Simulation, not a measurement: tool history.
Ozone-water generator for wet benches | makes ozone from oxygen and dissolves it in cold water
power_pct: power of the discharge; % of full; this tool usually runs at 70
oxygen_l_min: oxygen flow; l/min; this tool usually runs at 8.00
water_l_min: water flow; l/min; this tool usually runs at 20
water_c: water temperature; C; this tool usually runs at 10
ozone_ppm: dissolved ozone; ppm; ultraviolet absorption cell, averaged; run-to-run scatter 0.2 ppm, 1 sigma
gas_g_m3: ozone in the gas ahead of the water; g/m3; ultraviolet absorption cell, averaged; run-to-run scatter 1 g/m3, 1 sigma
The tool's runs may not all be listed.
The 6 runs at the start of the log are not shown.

run,hour,power_pct,oxygen_l_min,water_l_min,water_c,ozone_ppm,gas_g_m3
7,187.3,70,6.91,20,10,29.2,189.0
8,206.1,70,6.91,20,10,29.2,186.9
9,227.7,70,6.91,20,10,29.2,188.7
10,263.7,70,10.42,20,10,26.7,142.0
11,296.4,70,10.42,20,10,26.6,141.1
12,324.5,70,10.42,20,10,26.6,142.7
13,357.7,70,10.42,20,10,26.8,142.5
14,397.2,70,10.42,20,10,26.4,142.4
15,442.8,70,10.42,20,10,26.3,141.4
16,465.8,70,10.42,20,10,26.6,143.2
17,501.0,75,10.57,20,10,28.2,148.3
18,537.4,75,10.57,20,10,28.0,147.3
19,576.0,47,8.00,20,10,19.8,120.2
20,618.0,70,4.15,20,10,29.4,265.8
21,636.5,91,4.15,20,10,37.2,332.6
22,673.5,91,4.15,20,10,37.8,330.9
23,711.5,91,4.15,20,10,37.4,330.4
24,730.3,91,5.88,13,10,48.3,258.8
25,756.5,91,5.88,13,10,48.8,260.1
26,800.9,70,8.00,20,8,28.7,168.0
27,828.3,60,13.14,12,8,28.3,104.5

Run 28 is up next; what results do you expect?
28,861.9,43,13.14,20,8,?,?

ozone_ppm: 16.7 ppm
gas_g_m3: 78.7 g/m3
Were there no unlogged condition in the tool, this run, its random variation unchanged, would have produced ozone_ppm 17.5 ppm, gas_g_m3 81.3 g/m3.
